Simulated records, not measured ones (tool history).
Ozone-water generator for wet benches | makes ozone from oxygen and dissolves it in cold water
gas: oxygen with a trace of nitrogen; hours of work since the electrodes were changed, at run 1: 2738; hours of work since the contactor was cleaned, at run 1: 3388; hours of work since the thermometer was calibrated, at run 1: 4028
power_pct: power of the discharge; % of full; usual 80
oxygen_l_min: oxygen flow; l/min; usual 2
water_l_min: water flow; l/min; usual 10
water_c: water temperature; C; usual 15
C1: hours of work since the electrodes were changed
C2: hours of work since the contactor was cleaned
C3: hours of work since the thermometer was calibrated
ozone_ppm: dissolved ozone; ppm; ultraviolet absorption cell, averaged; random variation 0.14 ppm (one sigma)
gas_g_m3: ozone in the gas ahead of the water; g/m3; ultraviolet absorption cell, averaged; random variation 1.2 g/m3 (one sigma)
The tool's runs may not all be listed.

Run 1, hour 0: usual settings; C1 2738; C2 3388; C3 4028. Result: ozone_ppm 15.5 ppm, gas_g_m3 203.9 g/m3.
Run 2, hour 105.7: usual settings; C1 2834; C2 3484; C3 4124. Result: ozone_ppm 15.4 ppm, gas_g_m3 201.9 g/m3.
Run 3, hour 210: usual settings; C1 2929; C2 3579; C3 4219. Result: ozone_ppm 15.3 ppm, gas_g_m3 202.5 g/m3.
Run 4, hour 337: usual settings; C1 3044; C2 3694; C3 4334. Result: ozone_ppm 15.4 ppm, gas_g_m3 199.7 g/m3.
Run 5, hour 436.8: usual settings; C1 3135; C2 3785; C3 4425. Result: ozone_ppm 15 ppm, gas_g_m3 199.1 g/m3.
Run 6, hour 512.6: usual settings; C1 3204; C2 3854; C3 4494. Result: ozone_ppm 15.2 ppm, gas_g_m3 200.2 g/m3.
Run 7, hour 581.7: usual settings; C1 3266; C2 3917; C3 4557. Result: ozone_ppm 15 ppm, gas_g_m3 197.5 g/m3.
Run 8, hour 669.7: usual settings; C1 3346; C2 3996; C3 4636. Result: ozone_ppm 14.7 ppm, gas_g_m3 197.4 g/m3.
Run 9, hour 775.5: usual settings but power_pct 44 % of full; C1 3442; C2 4093; C3 4733. Result: ozone_ppm 9.3 ppm, gas_g_m3 120.9 g/m3.
Run 10, hour 847.1: usual settings but power_pct 44 % of full; C1 3507; C2 4158; C3 4798. Result: ozone_ppm 9 ppm, gas_g_m3 120.8 g/m3.
At hour 916.9: water thermometer calibrated.
Run 11, hour 968.8: usual settings but oxygen_l_min 1.56 l/min; C1 3618; C2 4268; C3 47. Result: ozone_ppm 15.2 ppm, gas_g_m3 230.5 g/m3.
Run 12, hour 1083.3: usual settings but water_c 12 C; C1 3722; C2 4372; C3 151. Result: ozone_ppm 15.3 ppm, gas_g_m3 194.2 g/m3.
Run 13, hour 1168.2: usual settings but oxygen_l_min 2.59 l/min; C1 3799; C2 4449; C3 228. Result: ozone_ppm 14.7 ppm, gas_g_m3 163.1 g/m3.
Run 14, hour 1257.9: usual settings but oxygen_l_min 2.59 l/min; C1 3880; C2 4530; C3 310. Result: ozone_ppm 14.4 ppm, gas_g_m3 163.4 g/m3.
Run 15, hour 1316.5: usual settings but water_l_min 13 l/min; C1 3934; C2 4584; C3 363. Result: ozone_ppm 10.8 ppm, gas_g_m3 194.5 g/m3.
Run 16, hour 1415.6: usual settings but power_pct 56 % of full, oxygen_l_min 2.44 l/min; C1 4024; C2 4674; C3 453. Result: ozone_ppm 10.8 ppm, gas_g_m3 127.5 g/m3.
Run 17, hour 1492.8: usual settings but power_pct 56 % of full, oxygen_l_min 2.44 l/min, water_l_min 7 l/min; C1 4094; C2 4744; C3 523. Result: ozone_ppm 15.6 ppm, gas_g_m3 126.7 g/m3.
Run 18, hour 1563.9: usual settings but power_pct 51 % of full, oxygen_l_min 1.67 l/min; C1 4158; C2 4808; C3 588. Result: ozone_ppm 10.4 ppm, gas_g_m3 150.9 g/m3.
At hour 1579.5: contactor cleaned.
Run 19, hour 1692.3: usual settings but power_pct 88 % of full, oxygen_l_min 3.09 l/min, water_l_min 14 l/min; C1 4271; C2 102; C3 701. Result: ozone_ppm 10 ppm, gas_g_m3 153.4 g/m3.
Run 20, hour 1763.1: usual settings but power_pct 88 % of full, oxygen_l_min 3.09 l/min, water_l_min 14 l/min; C1 4336; C2 167; C3 765. Result: ozone_ppm 10.3 ppm, gas_g_m3 153.6 g/m3.
Run 21, hour 1877.2: usual settings but power_pct 88 % of full, oxygen_l_min 3.09 l/min, water_l_min 14 l/min; C1 4439; C2 270; C3 869. Result: ozone_ppm 10.1 ppm, gas_g_m3 153.4 g/m3.
Run 22, hour 1936: usual settings but power_pct 88 % of full, oxygen_l_min 3.09 l/min, water_l_min 14 l/min; C1 4493; C2 324; C3 922. Result: ozone_ppm 10.1 ppm, gas_g_m3 152.2 g/m3.
At hour 1980.8: contactor cleaned, once more.
Run 23, hour 2034.1: usual settings but power_pct 48 % of full, oxygen_l_min 1.43 l/min, water_l_min 6 l/min, water_c 7 C; C1 4578; C2 48; C3 1008. Result: ozone_ppm 18.9 ppm, gas_g_m3 158.4 g/m3.
Run 24, hour 2087.6: usual settings but water_l_min 8 l/min, water_c 22 C; C1 4627; C2 97; C3 1056. Result: ozone_ppm 17 ppm, gas_g_m3 188.7 g/m3.
Run 25, hour 2211.9: usual settings but water_l_min 8 l/min, water_c 22 C; C1 4740; C2 210; C3 1169. Result: ozone_ppm 16.7 ppm, gas_g_m3 186.6 g/m3.
Run 26, hour 2333.3: usual settings but power_pct 44 % of full, oxygen_l_min 1.01 l/min, water_l_min 8 l/min, water_c 14 C; C1 4850; C2 320; C3 1280. Result: ozone_ppm 11.7 ppm, gas_g_m3 189.5 g/m3.
Run 27, hour 2427.3: usual settings but power_pct 44 % of full, oxygen_l_min 1.45 l/min, water_l_min 11 l/min, water_c 12 C; C1 4935; C2 406; C3 1365. Result: ozone_ppm 8.2 ppm, gas_g_m3 145.3 g/m3.

Forecast each of these 3 alternatives for the next run:
Run A, hour 2516.5: usual settings but power_pct 69 % of full, oxygen_l_min 1.45 l/min, water_l_min 11 l/min, water_c 14 C; C1 5016; C2 487; C3 1446. Result: ozone_ppm ?, gas_g_m3 ?.
Run B, hour 2516.5: usual settings but oxygen_l_min 1.21 l/min; C1 5016; C2 487; C3 1446. Result: ozone_ppm ?, gas_g_m3 ?.
Run C, hour 2516.5: usual settings but oxygen_l_min 2.38 l/min, water_l_min 8 l/min, water_c 9 C; C1 5016; C2 487; C3 1446. Result: ozone_ppm ?, gas_g_m3 ?.

run  ozone_ppm  gas_g_m3
  A       11.6     208.5
  B       14.2     261.6
  C       19.6     165.6
Without the tool's hidden state the same runs would have given:
run  ozone_ppm  gas_g_m3
  A       13.7     244.4
  B       17.1     312.7
  C       23.7     197.8
